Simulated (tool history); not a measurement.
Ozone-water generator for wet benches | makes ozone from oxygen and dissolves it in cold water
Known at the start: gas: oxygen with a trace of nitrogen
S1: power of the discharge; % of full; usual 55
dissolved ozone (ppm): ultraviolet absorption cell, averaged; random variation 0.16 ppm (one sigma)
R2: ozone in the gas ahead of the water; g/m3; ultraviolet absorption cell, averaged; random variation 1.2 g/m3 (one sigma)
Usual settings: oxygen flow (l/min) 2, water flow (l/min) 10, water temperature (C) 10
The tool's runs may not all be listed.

Run 1, hour 0: usual settings. Result: dissolved ozone (ppm) 20.4, R2 212.8 g/m3.
Run 2, hour 54.5: usual settings. Result: dissolved ozone (ppm) 20.5, R2 212.6 g/m3.
Run 3, hour 113.6: usual settings. Result: dissolved ozone (ppm) 20.2, R2 209.6 g/m3.
Run 4, hour 197.4: usual settings but S1 40 % of full. Result: dissolved ozone (ppm) 16.2, R2 169.8 g/m3.
Run 5, hour 280.7: usual settings but oxygen flow (l/min) 1.45. Result: dissolved ozone (ppm) 20.1, R2 259.5 g/m3.
Run 6, hour 346.9: usual settings but S1 79 % of full. Result: dissolved ozone (ppm) 25.9, R2 268.7 g/m3.
Run 7, hour 420.6: usual settings but S1 51 % of full. Result: dissolved ozone (ppm) 19.1, R2 199.4 g/m3.
At hour 430.6: contactor cleaned.
Run 8, hour 498.3: usual settings but S1 51 % of full. Result: dissolved ozone (ppm) 19.1, R2 198.7 g/m3.
At hour 546.1: water thermometer calibrated.
At hour 562.9: contactor cleaned, once more.
Run 9, hour 584.5: usual settings but S1 77 % of full, oxygen flow (l/min) 1.35, water temperature (C) 6. Result: dissolved ozone (ppm) 25.6, R2 337.8 g/m3.
Run 10, hour 623.6: usual settings but S1 53 % of full, oxygen flow (l/min) 2.89, water flow (l/min) 14, water temperature (C) 14. Result: dissolved ozone (ppm) 14.3, R2 159.6 g/m3.
Run 11, hour 698: usual settings but S1 53 % of full, oxygen flow (l/min) 2.89, water flow (l/min) 14, water temperature (C) 14. Result: dissolved ozone (ppm) 14, R2 159.7 g/m3.
Run 12, hour 782.2: usual settings but S1 60 % of full, oxygen flow (l/min) 3.46, water temperature (C) 9. Result: dissolved ozone (ppm) 20.9, R2 152.3 g/m3.
Run 13, hour 855: usual settings but S1 47 % of full, oxygen flow (l/min) 1.55. Result: dissolved ozone (ppm) 18.4, R2 221.9 g/m3.

4 ways to go on from here, each from the tool as it stands after run 13. What would each give?
Run A, hour 927.1: usual settings but S1 47 % of full, oxygen flow (l/min) 1.55, water temperature (C) 5. Result: dissolved ozone (ppm) ?, R2 ?.
Run B, hour 927.1: usual settings but S1 41 % of full, oxygen flow (l/min) 1.41, water flow (l/min) 13. Result: dissolved ozone (ppm) ?, R2 ?.
Run C, hour 927.1: usual settings but S1 42 % of full, oxygen flow (l/min) 1.55, water temperature (C) 14. Result: dissolved ozone (ppm) ?, R2 ?.
Run D, hour 927.1: usual settings but oxygen flow (l/min) 3.37. Result: dissolved ozone (ppm) ?, R2 ?.

run  dissolved ozone (ppm)     R2
  A                   18.7  220.1
  B                   12.8  215.2
  C                   15.9  205.1
  D                   19.8  145.7
Without the tool's hidden state the same runs would have given:
run  dissolved ozone (ppm)     R2
  A                   19.3  225.5
  B                   13.1  219.8
  C                   16.3  209.6
  D                   20.4  149.7
